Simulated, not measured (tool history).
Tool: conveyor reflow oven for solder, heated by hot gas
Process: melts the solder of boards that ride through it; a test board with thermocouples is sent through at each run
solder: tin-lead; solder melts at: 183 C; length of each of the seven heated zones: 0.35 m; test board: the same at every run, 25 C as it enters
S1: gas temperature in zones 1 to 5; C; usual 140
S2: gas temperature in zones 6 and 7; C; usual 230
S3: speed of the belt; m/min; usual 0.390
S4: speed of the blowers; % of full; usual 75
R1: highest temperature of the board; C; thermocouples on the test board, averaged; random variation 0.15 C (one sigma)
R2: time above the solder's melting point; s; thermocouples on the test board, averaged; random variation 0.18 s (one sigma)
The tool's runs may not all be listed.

{"run": 1, "day": 0.0, "S1": 140, "S2": 230, "S3": 0.39, "S4": 75, "R1": 219.1, "R2": 85.4}
{"run": 2, "day": 0.854, "S1": 140, "S2": 230, "S3": 0.39, "S4": 75, "R1": 219.0, "R2": 85.1}
{"run": 3, "day": 1.412, "S1": 155, "S2": 230, "S3": 0.39, "S4": 75, "R1": 220.7, "R2": 95.1}
{"run": 4, "day": 1.962, "S1": 155, "S2": 230, "S3": 0.39, "S4": 75, "R1": 221.0, "R2": 95.4}
{"run": 5, "day": 2.812, "S1": 155, "S2": 230, "S3": 0.39, "S4": 75, "R1": 221.0, "R2": 94.8}
{"run": 6, "day": 3.717, "S1": 155, "S2": 230, "S3": 0.39, "S4": 75, "R1": 221.1, "R2": 94.9}
{"run": 7, "day": 4.154, "S1": 155, "S2": 230, "S3": 0.39, "S4": 75, "R1": 221.0, "R2": 95.4}
{"run": 8, "day": 4.921, "S1": 155, "S2": 230, "S3": 0.39, "S4": 75, "R1": 220.8, "R2": 95.1}
{"run": 9, "day": 5.367, "S1": 144, "S2": 224, "S3": 0.39, "S4": 70, "R1": 213.6, "R2": 81.5}
{"run": 10, "day": 5.904, "S1": 144, "S2": 224, "S3": 0.39, "S4": 63, "R1": 212.7, "R2": 80.4}

5 ways to go on from here, each from the tool as it stands after run 10. What would each give?
{"day": 6.575, "done": "flux residue cleaned out of gas plates and filters"}
{"run": "A", "day": 6.667, "S1": 144, "S2": 224, "S3": 0.33, "S4": 63, "R1": "?", "R2": "?"}
{"day": 6.575, "done": "flux residue cleaned out of gas plates and filters"}
{"run": "B", "day": 6.667, "S1": 140, "S2": 224, "S3": 0.39, "S4": 63, "R1": "?", "R2": "?"}
{"day": 6.575, "done": "flux residue cleaned out of gas plates and filters"}
{"run": "C", "day": 6.667, "S1": 148, "S2": 232, "S3": 0.39, "S4": 60, "R1": "?", "R2": "?"}
{"day": 6.575, "done": "flux residue cleaned out of gas plates and filters"}
{"run": "D", "day": 6.667, "S1": 144, "S2": 229, "S3": 0.39, "S4": 63, "R1": "?", "R2": "?"}
{"day": 6.575, "done": "flux residue cleaned out of gas plates and filters"}
{"run": "E", "day": 6.667, "S1": 144, "S2": 220, "S3": 0.452, "S4": 51, "R1": "?", "R2": "?"}

run=A R1=216.3 R2=101.5
run=B R1=212.1 R2=77.5
run=C R1=220.1 R2=89.8
run=D R1=217.3 R2=85.0
run=E R1=203.6 R2=55.2
Without the tool's hidden state the same runs would have given:
run=A R1=216.2 R2=101.5
run=B R1=212.1 R2=77.4
run=C R1=220.1 R2=89.7
run=D R1=217.2 R2=85.0
run=E R1=203.6 R2=55.2
